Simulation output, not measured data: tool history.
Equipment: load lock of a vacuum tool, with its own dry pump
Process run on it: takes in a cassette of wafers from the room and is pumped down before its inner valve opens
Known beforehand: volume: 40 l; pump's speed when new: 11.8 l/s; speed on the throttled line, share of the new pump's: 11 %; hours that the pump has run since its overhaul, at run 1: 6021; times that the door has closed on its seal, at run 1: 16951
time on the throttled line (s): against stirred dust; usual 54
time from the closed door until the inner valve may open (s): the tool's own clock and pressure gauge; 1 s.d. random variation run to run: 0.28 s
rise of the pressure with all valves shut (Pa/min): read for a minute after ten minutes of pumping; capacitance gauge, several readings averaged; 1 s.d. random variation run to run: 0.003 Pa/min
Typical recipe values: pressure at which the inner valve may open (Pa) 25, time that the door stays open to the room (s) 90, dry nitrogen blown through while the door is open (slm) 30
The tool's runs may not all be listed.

| run | hour | time on the throttled line (s) | pressure at which the inner valve may open (Pa) | time that the door stays open to the room (s) | dry nitrogen blown through while the door is open (slm) | hours that the pump has run since its overhaul | times that the door has closed on its seal | incoming humidity of the room's air, % | time from the closed door until the inner valve may open (s) | rise of the pressure with all valves shut (Pa/min) |
|---|---|---|---|---|---|---|---|---|---|---|
| 1 | 0.0 | 54 | 25 | 90 | 30 | 6021 | 16951 | 43.8 | 76.4 | 0.032 |
| 2 | 62.1 | 54 | 25 | 90 | 30 | 6083 | 17220 | 46.7 | 76.0 | 0.036 |
| 3 | 130.1 | 54 | 25 | 90 | 30 | 6151 | 17516 | 45.5 | 76.0 | 0.034 |
| 4 | 232.7 | 30 | 25 | 90 | 30 | 6254 | 17962 | 44.3 | 55.4 | 0.028 |
| 5 | 299.6 | 30 | 25 | 90 | 30 | 6321 | 18253 | 46.7 | 54.9 | 0.027 |
| 6 | 382.1 | 30 | 25 | 61 | 30 | 6403 | 18611 | 42.1 | 54.8 | 0.023 |
| 7 | 470.1 | 30 | 25 | 61 | 30 | 6491 | 18994 | 46.7 | 55.3 | 0.023 |
| 8 | 532.7 | 30 | 25 | 61 | 30 | 6554 | 19266 | 47.3 | 55.0 | 0.028 |
| 9 | 598.1 | 30 | 25 | 61 | 30 | 6619 | 19550 | 44.9 | 55.2 | 0.025 |
| 10 | 683.0 | 54 | 25 | 172 | 30 | 6704 | 19919 | 47.6 | 76.0 | 0.049 |
| 11 | 728.5 | 54 | 25 | 90 | 30 | 6750 | 20117 | 44.6 | 76.1 | 0.031 |
| 12 | 792.4 | 39 | 43 | 154 | 26 | 6813 | 20395 | 48.7 | 61.1 | 0.048 |
| 13 | 892.5 | 32 | 25 | 131 | 5 | 6914 | 20829 | 42.7 | 56.9 | 0.067 |
| 14 | 961.4 | 54 | 25 | 90 | 20 | 6982 | 21129 | 43.1 | 76.3 | 0.032 |
| 15 | 1029.7 | 54 | 40 | 90 | 12 | 7051 | 21426 | 45.8 | 74.8 | 0.047 |
| 16 | 1125.6 | 34 | 40 | 33 | 13 | 7147 | 21843 | 44.9 | 57.4 | 0.024 |
| 17 | 1206.6 | 54 | 25 | 90 | 45 | 7228 | 22195 | 43.0 | 76.6 | 0.024 |
| 18 | 1272.6 | 54 | 25 | 90 | 45 | 7294 | 22481 | 47.5 | 76.7 | 0.022 |
| 19 | 1374.8 | 54 | 25 | 90 | 45 | 7396 | 22925 | 47.7 | 76.1 | 0.030 |
| 20 | 1472.0 | 89 | 25 | 29 | 5 | 7493 | 23348 | 41.0 | 107.8 | 0.021 |
| 21 | 1522.3 | 54 | 50 | 41 | 8 | 7543 | 23567 | 42.8 | 73.7 | 0.030 |

Estimate the outcome of run 22 from the log above:
| 22 | 1579.9 | 47 | 25 | 90 | 7 | 7601 | 23817 | 45.4 | ? | ? |

{"run 22": {"time from the closed door until the inner valve may open (s)": 69.7, "rise of the pressure with all valves shut (Pa/min)": 0.044}}
On a tool with no hidden condition, and with the same random variation, this run would have come out at time from the closed door until the inner valve may open (s) 69.7, rise of the pressure with all valves shut (Pa/min) 0.044.
